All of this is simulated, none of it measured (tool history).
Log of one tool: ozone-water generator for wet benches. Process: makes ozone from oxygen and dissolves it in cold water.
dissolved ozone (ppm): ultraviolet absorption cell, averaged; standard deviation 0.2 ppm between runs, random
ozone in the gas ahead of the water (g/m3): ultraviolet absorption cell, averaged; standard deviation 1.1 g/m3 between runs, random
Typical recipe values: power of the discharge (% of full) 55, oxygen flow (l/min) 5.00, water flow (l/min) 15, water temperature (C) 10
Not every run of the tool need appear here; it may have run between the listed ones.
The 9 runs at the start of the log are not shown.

run,day,power of the discharge (% of full),oxygen flow (l/min),water flow (l/min),water temperature (C),dissolved ozone (ppm),ozone in the gas ahead of the water (g/m3)
10,44.750,55,8.06,15,10,28.0,152.9
11,49.425,55,8.06,15,10,28.2,151.6
12,53.021,55,8.06,15,10,27.8,153.1
13,57.350,72,8.06,15,10,34.5,189.5
# day 57.683: water thermometer calibrated
14,60.125,55,5.00,15,7,27.9,186.8
15,63.200,55,5.00,15,11,26.5,186.5
16,66.333,55,3.03,15,10,24.6,231.9
17,72.662,55,5.00,14,9,28.2,184.9
18,77.167,55,5.00,10,9,34.9,186.4
# day 80.454: water thermometer calibrated, once more
19,82.617,97,3.58,15,10,40.0,341.6
20,88.371,97,3.58,15,10,40.0,340.1
21,94.275,97,3.58,15,10,39.6,338.2
22,100.462,40,3.58,15,10,19.4,165.4
23,104.012,55,5.00,21,16,19.0,184.1
24,109.779,41,5.00,16,7,20.7,147.1
25,113.958,41,5.00,16,7,20.9,144.1
26,120.108,41,5.74,11,10,25.6,137.2
27,126.942,55,5.00,19,15,20.7,185.3
28,132.442,77,5.00,9,15,43.0,241.3
29,136.188,77,5.00,9,15,42.7,239.3
30,139.875,59,3.16,14,9,27.1,236.8
31,143.871,98,5.00,15,7,43.6,291.9
32,147.388,98,5.00,15,7,43.0,289.7

Consider 5 possible next runs. They are alternatives, not a sequence: every one starts from the tool as it was left by run 32. What does each give?
A,153.529,55,5.00,23,10,?,?
B,153.529,55,5.00,15,14,?,?
C,153.529,54,2.78,15,6,?,?
D,153.529,55,5.00,15,18,?,?
E,153.529,43,5.35,12,7,?,?

run,dissolved ozone (ppm),ozone in the gas ahead of the water (g/m3)
A,18.6,181.7
B,24.5,181.6
C,23.7,232.6
D,22.8,183.7
E,26.5,145.7
What these runs would have given with no unlogged condition in the tool:
run,dissolved ozone (ppm),ozone in the gas ahead of the water (g/m3)
A,20.4,190.6
B,26.7,190.5
C,25.8,243.8
D,24.8,192.7
E,28.5,151.0

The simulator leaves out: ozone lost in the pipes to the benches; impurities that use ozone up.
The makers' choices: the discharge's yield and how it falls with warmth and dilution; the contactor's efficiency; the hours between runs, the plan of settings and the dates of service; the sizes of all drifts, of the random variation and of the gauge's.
